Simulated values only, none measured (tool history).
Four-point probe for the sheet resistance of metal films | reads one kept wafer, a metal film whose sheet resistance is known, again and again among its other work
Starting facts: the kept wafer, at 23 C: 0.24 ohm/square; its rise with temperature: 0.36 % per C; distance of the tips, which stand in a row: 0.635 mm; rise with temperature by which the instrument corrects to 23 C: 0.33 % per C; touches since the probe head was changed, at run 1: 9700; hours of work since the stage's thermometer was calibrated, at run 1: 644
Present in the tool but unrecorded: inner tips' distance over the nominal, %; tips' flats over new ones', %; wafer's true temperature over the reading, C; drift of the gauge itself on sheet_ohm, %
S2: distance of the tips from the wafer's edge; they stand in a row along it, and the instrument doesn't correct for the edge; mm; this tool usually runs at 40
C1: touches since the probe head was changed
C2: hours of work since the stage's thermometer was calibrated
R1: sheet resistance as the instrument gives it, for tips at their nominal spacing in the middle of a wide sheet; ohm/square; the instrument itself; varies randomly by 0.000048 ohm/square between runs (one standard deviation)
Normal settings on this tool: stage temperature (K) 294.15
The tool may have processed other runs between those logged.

Run 1, day 0: usual settings; C1 9700; C2 644. Result: R1 0.240581 ohm/square.
Run 2, day 1.575: usual settings but S2 6 mm; C1 12056; C2 672. Result: R1 0.242007 ohm/square.
Run 3, day 3.371: usual settings; C1 14745; C2 705. Result: R1 0.240688 ohm/square.
Run 4, day 5.529: usual settings; C1 17969; C2 744. Result: R1 0.240725 ohm/square.
Run 5, day 7.338: usual settings; C1 20678; C2 777. Result: R1 0.240786 ohm/square.
Run 6, day 9.325: usual settings but stage temperature (K) 293.15; C1 23649; C2 813. Result: R1 0.240737 ohm/square.
Run 7, day 10.654: usual settings; C1 25642; C2 837. Result: R1 0.240715 ohm/square.
Run 8, day 12.396: usual settings; C1 28244; C2 869. Result: R1 0.240804 ohm/square.
Run 9, day 13.771: usual settings; C1 30300; C2 894. Result: R1 0.24085 ohm/square.
Run 10, day 15.158: usual settings but stage temperature (K) 308.15; C1 32374; C2 919. Result: R1 0.241808 ohm/square.
Run 11, day 17.208: usual settings but stage temperature (K) 308.15; C1 35442; C2 957. Result: R1 0.241887 ohm/square.
Run 12, day 19.117: usual settings; C1 38302; C2 991. Result: R1 0.240957 ohm/square.
Run 13, day 20.85: usual settings but S2 6 mm; C1 40894; C2 1023. Result: R1 0.242364 ohm/square.
Run 14, day 22.362: usual settings but S2 6 mm; C1 43154; C2 1050. Result: R1 0.242457 ohm/square.
Run 15, day 23.621: usual settings but S2 6 mm; C1 45038; C2 1073. Result: R1 0.242502 ohm/square.
Run 16, day 24.767: usual settings but S2 6 mm; C1 46749; C2 1094. Result: R1 0.242523 ohm/square.
Run 17, day 26.833: usual settings but S2 57 mm; C1 49845; C2 1132. Result: R1 0.241076 ohm/square.
Run 18, day 28.267: usual settings but S2 57 mm; C1 51984; C2 1158. Result: R1 0.241103 ohm/square.
Run 19, day 30.575: usual settings but S2 57 mm; C1 55440; C2 1200. Result: R1 0.241151 ohm/square.
Run 20, day 31.554: usual settings but S2 57 mm; C1 56904; C2 1217. Result: R1 0.241126 ohm/square.
Run 21, day 32.583: usual settings but S2 57 mm; C1 58444; C2 1236. Result: R1 0.2412 ohm/square.
Run 22, day 34.262: usual settings but S2 57 mm; C1 60954; C2 1267. Result: R1 0.241242 ohm/square.
Run 23, day 36.408: usual settings but stage temperature (K) 306.15; C1 64167; C2 1306. Result: R1 0.242048 ohm/square.
Run 24, day 37.9: usual settings but stage temperature (K) 306.15; C1 66400; C2 1333. Result: R1 0.242201 ohm/square.
Run 25, day 40.075: usual settings but stage temperature (K) 306.15; C1 69655; C2 1372. Result: R1 0.242193 ohm/square.
Run 26, day 41.217: usual settings; C1 71358; C2 1393. Result: R1 0.241315 ohm/square.
At day 41.696: stage's thermometer calibrated.
Run 27, day 42.342: usual settings; C1 73014; C2 12. Result: R1 0.241486 ohm/square.
Run 28, day 44.071: usual settings but stage temperature (K) 296.15, S2 47 mm; C1 75597; C2 43. Result: R1 0.24164 ohm/square.
Run 29, day 45.779: usual settings but stage temperature (K) 296.15, S2 12 mm; C1 78157; C2 74. Result: R1 0.241992 ohm/square.
Run 30, day 47.846: usual settings but stage temperature (K) 296.15; C1 81247; C2 112. Result: R1 0.241659 ohm/square.
Run 31, day 49.158: usual settings but stage temperature (K) 296.15; C1 83213; C2 136. Result: R1 0.241783 ohm/square.
Run 32, day 50.583: usual settings but stage temperature (K) 296.15, S2 3 mm; C1 85345; C2 162. Result: R1 0.247434 ohm/square.
Run 33, day 51.892: usual settings but stage temperature (K) 305.15, S2 3 mm; C1 87301; C2 185. Result: R1 0.248089 ohm/square.
Run 34, day 53.762: usual settings but stage temperature (K) 305.15, S2 3 mm; C1 90097; C2 219. Result: R1 0.248116 ohm/square.
Run 35, day 55.95: usual settings but stage temperature (K) 305.15, S2 3 mm; C1 93369; C2 259. Result: R1 0.248177 ohm/square.
Run 36, day 56.967: usual settings but stage temperature (K) 297.15, S2 38 mm; C1 94892; C2 278. Result: R1 0.241967 ohm/square.
Run 37, day 57.996: usual settings but stage temperature (K) 301.15, S2 11 mm; C1 96433; C2 296. Result: R1 0.242669 ohm/square.
Run 38, day 59.646: usual settings but stage temperature (K) 303.15, S2 13 mm; C1 98902; C2 326. Result: R1 0.242736 ohm/square.
Run 39, day 61.383: usual settings but stage temperature (K) 298.15, S2 27 mm; C1 101500; C2 358. Result: R1 0.242154 ohm/square.
Run 40, day 63.729: usual settings but stage temperature (K) 291.15, S2 7 mm; C1 105008; C2 400. Result: R1 0.242774 ohm/square.
Run 41, day 65.729: usual settings but stage temperature (K) 296.15; C1 108001; C2 437. Result: R1 0.242028 ohm/square.
Run 42, day 67.821: usual settings but stage temperature (K) 302.15, S2 3 mm; C1 111129; C2 475. Result: R1 0.248204 ohm/square.
Run 43, day 69.771: usual settings but stage temperature (K) 302.15, S2 3 mm; C1 114045; C2 510. Result: R1 0.248218 ohm/square.
Run 44, day 70.796: usual settings but stage temperature (K) 301.15, S2 8 mm; C1 115583; C2 529. Result: R1 0.243347 ohm/square.
Run 45, day 72.712: usual settings but stage temperature (K) 304.15, S2 72 mm; C1 118447; C2 564. Result: R1 0.242675 ohm/square.

Across each entry between runs, compare the hidden state at the last listed run before it with the hidden state at the first listed run after it:
Run 26 -> run 27: stage's thermometer calibrated (day 41.696)
  inner tips' distance over the nominal, %: 0.605 -> 0.614; tips' flats over new ones', %: 53 -> 54; wafer's true temperature over the reading, C: -0.11 -> 0
  difference, measured minus the result without the unlogged condition, R1: +0.00148 -> +0.001592 ohm/square
